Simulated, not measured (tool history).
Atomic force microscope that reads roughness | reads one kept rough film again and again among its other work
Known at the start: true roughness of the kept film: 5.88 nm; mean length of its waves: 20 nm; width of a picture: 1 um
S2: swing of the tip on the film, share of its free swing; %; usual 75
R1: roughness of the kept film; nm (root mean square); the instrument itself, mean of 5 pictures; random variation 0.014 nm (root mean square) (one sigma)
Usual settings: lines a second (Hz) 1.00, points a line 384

{"run": 1, "hour": 0.0, "lines a second (Hz)": 1.0, "S2": 75, "points a line": 384, "R1": 2.151}
{"run": 2, "hour": 14.2, "lines a second (Hz)": 1.0, "S2": 75, "points a line": 935, "R1": 2.012}
{"run": 3, "hour": 35.6, "lines a second (Hz)": 1.0, "S2": 75, "points a line": 935, "R1": 1.765}
{"hour": 45.6, "done": "new tip fitted"}
{"run": 4, "hour": 49.0, "lines a second (Hz)": 1.0, "S2": 75, "points a line": 935, "R1": 3.36}
{"run": 5, "hour": 68.4, "lines a second (Hz)": 1.0, "S2": 75, "points a line": 384, "R1": 2.791}
{"run": 6, "hour": 79.4, "lines a second (Hz)": 1.0, "S2": 75, "points a line": 315, "R1": 2.539}
{"run": 7, "hour": 88.3, "lines a second (Hz)": 1.0, "S2": 58, "points a line": 384, "R1": 2.499}
{"run": 8, "hour": 109.5, "lines a second (Hz)": 1.0, "S2": 75, "points a line": 384, "R1": 2.097}
{"run": 9, "hour": 130.9, "lines a second (Hz)": 1.0, "S2": 75, "points a line": 384, "R1": 1.845}
{"hour": 133.2, "done": "height scale calibrated on a step standard"}
{"hour": 142.2, "done": "new tip fitted"}
{"run": 10, "hour": 147.5, "lines a second (Hz)": 1.0, "S2": 75, "points a line": 384, "R1": 3.223}
{"run": 11, "hour": 160.1, "lines a second (Hz)": 1.56, "S2": 75, "points a line": 673, "R1": 2.813}
{"run": 12, "hour": 177.8, "lines a second (Hz)": 1.56, "S2": 75, "points a line": 673, "R1": 2.429}
{"run": 13, "hour": 194.9, "lines a second (Hz)": 1.0, "S2": 59, "points a line": 384, "R1": 2.316}
{"run": 14, "hour": 213.6, "lines a second (Hz)": 1.0, "S2": 59, "points a line": 384, "R1": 2.048}
{"run": 15, "hour": 222.9, "lines a second (Hz)": 1.86, "S2": 75, "points a line": 740, "R1": 1.796}
{"hour": 235.4, "done": "height scale calibrated on a step standard, once more"}
{"hour": 238.6, "done": "new tip fitted"}
{"run": 16, "hour": 245.9, "lines a second (Hz)": 1.86, "S2": 75, "points a line": 740, "R1": 3.016}
{"run": 17, "hour": 261.4, "lines a second (Hz)": 1.0, "S2": 64, "points a line": 858, "R1": 2.905}

Forecast each of these 3 alternatives for the next run:
{"run": "A", "hour": 274.0, "lines a second (Hz)": 1.0, "S2": 75, "points a line": 858, "R1": "?"}
{"run": "B", "hour": 274.0, "lines a second (Hz)": 1.0, "S2": 68, "points a line": 384, "R1": "?"}
{"run": "C", "hour": 274.0, "lines a second (Hz)": 0.53, "S2": 65, "points a line": 566, "R1": "?"}

run=A R1=2.544
run=B R1=2.555
run=C R1=2.662
Without the tool's hidden state the same runs would have given:
run=A R1=3.477
run=B R1=3.491
run=C R1=3.640
